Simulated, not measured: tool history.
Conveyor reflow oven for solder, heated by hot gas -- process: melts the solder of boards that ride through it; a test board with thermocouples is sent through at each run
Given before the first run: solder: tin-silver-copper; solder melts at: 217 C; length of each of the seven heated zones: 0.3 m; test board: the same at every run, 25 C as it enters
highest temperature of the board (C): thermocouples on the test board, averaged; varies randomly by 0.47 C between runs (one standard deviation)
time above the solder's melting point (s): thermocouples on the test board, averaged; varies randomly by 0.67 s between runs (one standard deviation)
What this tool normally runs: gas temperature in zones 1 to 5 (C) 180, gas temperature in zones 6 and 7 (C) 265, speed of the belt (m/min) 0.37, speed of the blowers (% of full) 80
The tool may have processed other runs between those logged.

run,hour,gas temperature in zones 1 to 5 (C),gas temperature in zones 6 and 7 (C),speed of the belt (m/min),speed of the blowers (% of full),highest temperature of the board (C),time above the solder's melting point (s)
1,0,180,265,0.37,80,252.5,76.8
2,8.3,180,265,0.37,56,247.4,69.9
3,19,190,265,0.37,80,253.5,84
4,33.1,190,265,0.37,76,253,79.6
5,40.9,190,265,0.37,76,253.4,81.6
6,51.5,180,265,0.37,80,251.3,74.6
7,65.8,180,265,0.37,61,248,71.7
8,81.9,180,265,0.37,80,251.4,75.1
9,97,180,265,0.37,85,252.1,76.3
# hour 102.2: belt drive overhauled, speed set with a stopwatch
10,116.3,180,265,0.37,80,251.3,74.4
11,123.9,180,265,0.37,80,251.6,74.4
12,136,180,265,0.37,80,251,75.6
13,150.1,180,275,0.37,80,259.8,82.7
14,161.6,180,275,0.37,80,259.2,81.7
# hour 172.1: belt drive overhauled, speed set with a stopwatch, once more
15,181.1,180,275,0.37,80,259.7,80.4
16,188.5,180,275,0.37,80,259.7,80.2
17,196.4,180,275,0.37,80,258.4,81
18,212.6,180,265,0.325,87,255.6,89
19,223.7,192,264,0.37,80,252.1,82.8
20,230.9,180,270,0.427,80,249.2,60.8
21,243,167,266,0.352,80,250.1,71
22,251.1,180,259,0.427,80,240.4,52.1
23,261.5,180,269,0.37,80,253.4,76.2
24,276.1,180,263,0.37,80,247.8,70.5
25,289.2,174,265,0.37,80,249.8,67.7
26,298.3,174,265,0.37,80,248.7,68.2
27,305.6,174,265,0.37,80,248.8,69
28,318,176,275,0.37,80,257.4,77.4
29,331.3,178,265,0.341,80,251.5,80.7
30,341.5,194,265,0.431,80,247.9,66.2

Here are 3 independent what-if runs from the current tool condition. What would each one return?
A,351.8,194,264,0.438,80,?,?
B,351.8,180,262,0.369,80,?,?
C,351.8,194,273,0.431,80,?,?

run,highest temperature of the board (C),time above the solder's melting point (s)
A,247.1,63.3
B,247.3,70.9
C,254.2,70.5
The same runs, with their run-to-run variation unchanged, on a tool lacking any hidden condition would have given:
run,highest temperature of the board (C),time above the solder's melting point (s)
A,248.6,66
B,248.4,73.4
C,255.8,72.6
